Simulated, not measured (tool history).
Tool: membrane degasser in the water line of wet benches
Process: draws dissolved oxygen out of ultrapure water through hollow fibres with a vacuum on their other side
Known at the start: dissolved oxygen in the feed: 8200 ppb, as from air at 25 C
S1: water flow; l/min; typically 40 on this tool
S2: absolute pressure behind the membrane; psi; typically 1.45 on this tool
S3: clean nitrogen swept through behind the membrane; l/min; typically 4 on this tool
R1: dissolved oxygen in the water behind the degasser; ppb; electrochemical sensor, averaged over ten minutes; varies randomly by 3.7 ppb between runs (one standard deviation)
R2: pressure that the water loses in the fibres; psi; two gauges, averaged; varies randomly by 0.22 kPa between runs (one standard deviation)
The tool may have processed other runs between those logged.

run     day  S1    S2     S3     R1     R2
  1       0  40  1.45      4  367.5  7.761
  2   5.646  40  2.78      4  565.4   7.77
  3  13.121  40   1.1      4  315.1  7.791
  4    22.2  40   1.1      4  314.8  7.767
     28.546  -- seals of the vacuum lines changed
  5  33.592  40   1.1      4  318.7  7.775
  6   44.35  40   1.1      4  311.7  7.822
  7  50.717  31  1.07  11.06  167.7  6.041
  8  59.496  27  1.45   4.34    209  5.275
  9  68.946  40  2.67   2.34  745.4  7.771
 10  74.633  40  2.67   2.34  756.2  7.732
 11   80.85  40  2.67   2.34  734.5  7.778

Alternative continuations, all from the tool just after run 11; predict every row:
  A  91.017  49  1.12   6.5   ?   ?
  B  91.017  31  1.45     4   ?   ?
  C  91.017  40  1.64  2.34   ?   ?

run     R1     R2
  A  374.2  9.574
  B  259.4  6.012
  C  504.9  7.802
The same runs, with their run-to-run variation unchanged, on a tool lacking any hidden condition would have given:
run     R1     R2
  A  373.3  9.567
  B  258.9  6.006
  C  504.3  7.794
